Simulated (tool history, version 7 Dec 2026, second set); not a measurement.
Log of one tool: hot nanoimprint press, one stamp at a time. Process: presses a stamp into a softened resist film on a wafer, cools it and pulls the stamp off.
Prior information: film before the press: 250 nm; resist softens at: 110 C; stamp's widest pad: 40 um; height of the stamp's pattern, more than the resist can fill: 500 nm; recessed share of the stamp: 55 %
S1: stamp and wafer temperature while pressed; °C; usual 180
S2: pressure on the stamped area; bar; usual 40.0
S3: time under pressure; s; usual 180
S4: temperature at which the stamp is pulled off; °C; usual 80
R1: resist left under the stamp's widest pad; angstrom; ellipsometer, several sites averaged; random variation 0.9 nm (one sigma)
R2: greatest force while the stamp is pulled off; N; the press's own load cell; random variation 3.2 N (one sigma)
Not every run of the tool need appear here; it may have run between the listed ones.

run 1 hour=0.0 | S1=180 S2=40.0 S3=180 S4=80 | R1=1296 R2=170
run 2 hour=66.9 | S1=180 S2=40.0 S3=180 S4=80 | R1=1292 R2=181
run 3 hour=101.8 | S1=180 S2=40.0 S3=180 S4=67 | R1=1287 R2=245
run 4 hour=140.7 | S1=180 S2=40.0 S3=180 S4=82 | R1=1309 R2=167
run 5 hour=210.2 | S1=180 S2=40.0 S3=180 S4=80 | R1=1313 R2=183
run 6 hour=245.8 | S1=180 S2=40.0 S3=180 S4=80 | R1=1323 R2=182
run 7 hour=288.2 | S1=180 S2=34.7 S3=180 S4=80 | R1=1381 R2=190
run 8 hour=352.4 | S1=180 S2=34.7 S3=180 S4=80 | R1=1383 R2=178
-- hour=428.7 stamp cleaned and given a new release coat
run 9 hour=434.4 | S1=180 S2=40.0 S3=125 S4=80 | R1=1488 R2=159
run 10 hour=499.2 | S1=187 S2=40.0 S3=180 S4=80 | R1=908 R2=165
run 11 hour=556.9 | S1=187 S2=40.0 S3=180 S4=80 | R1=916 R2=156
-- hour=587.7 press's hydraulic seals changed and the load cell set to zero
run 12 hour=610.4 | S1=180 S2=40.0 S3=180 S4=80 | R1=1315 R2=166
run 13 hour=681.0 | S1=180 S2=40.0 S3=180 S4=80 | R1=1321 R2=174
run 14 hour=732.5 | S1=180 S2=40.0 S3=180 S4=80 | R1=1317 R2=173
run 15 hour=769.3 | S1=180 S2=40.0 S3=180 S4=80 | R1=1316 R2=178
run 16 hour=828.8 | S1=180 S2=40.0 S3=180 S4=80 | R1=1330 R2=178
run 17 hour=890.8 | S1=180 S2=32.0 S3=180 S4=85 | R1=1446 R2=151
run 18 hour=952.6 | S1=189 S2=41.4 S3=130 S4=73 | R1=916 R2=222
-- hour=1005.5 plate thermocouple calibrated
run 19 hour=1011.9 | S1=189 S2=40.0 S3=180 S4=70 | R1=747 R2=238
run 20 hour=1078.8 | S1=168 S2=38.1 S3=180 S4=68 | R1=2066 R2=240
run 21 hour=1138.4 | S1=180 S2=40.0 S3=118 S4=80 | R1=1447 R2=185
run 22 hour=1176.4 | S1=185 S2=40.0 S3=118 S4=84 | R1=1125 R2=165
-- hour=1194.8 stamp cleaned and given a new release coat
run 23 hour=1252.2 | S1=169 S2=58.0 S3=267 S4=80 | R1=1678 R2=157
run 24 hour=1307.8 | S1=169 S2=48.4 S3=129 S4=80 | R1=2063 R2=162
run 25 hour=1353.6 | S1=180 S2=51.9 S3=180 S4=80 | R1=1138 R2=164
run 26 hour=1434.5 | S1=186 S2=51.9 S3=180 S4=80 | R1=808 R2=164
run 27 hour=1485.7 | S1=170 S2=58.6 S3=180 S4=80 | R1=1805 R2=168
run 28 hour=1553.8 | S1=170 S2=58.6 S3=180 S4=80 | R1=1803 R2=168
run 29 hour=1615.8 | S1=190 S2=58.6 S3=91 S4=77 | R1=832 R2=190
run 30 hour=1649.0 | S1=180 S2=40.0 S3=105 S4=80 | R1=1543 R2=186
run 31 hour=1689.1 | S1=180 S2=40.0 S3=105 S4=74 | R1=1556 R2=216

Each row is a separate what-if for the run after 31, all from the same tool condition, not one after another. Results?
run A hour=1763.0 | S1=180 S2=62.5 S3=105 S4=74 | R1=? R2=?
run B hour=1763.0 | S1=180 S2=40.0 S3=316 S4=75 | R1=? R2=?
run C hour=1763.0 | S1=171 S2=27.6 S3=180 S4=82 | R1=? R2=?

run=A R1=1342 R2=218
run=B R1=1048 R2=212
run=C R1=2057 R2=178
Without the tool's hidden state the same runs would have given:
run=A R1=1283 R2=181
run=B R1=1000 R2=176
run=C R1=2016 R2=147
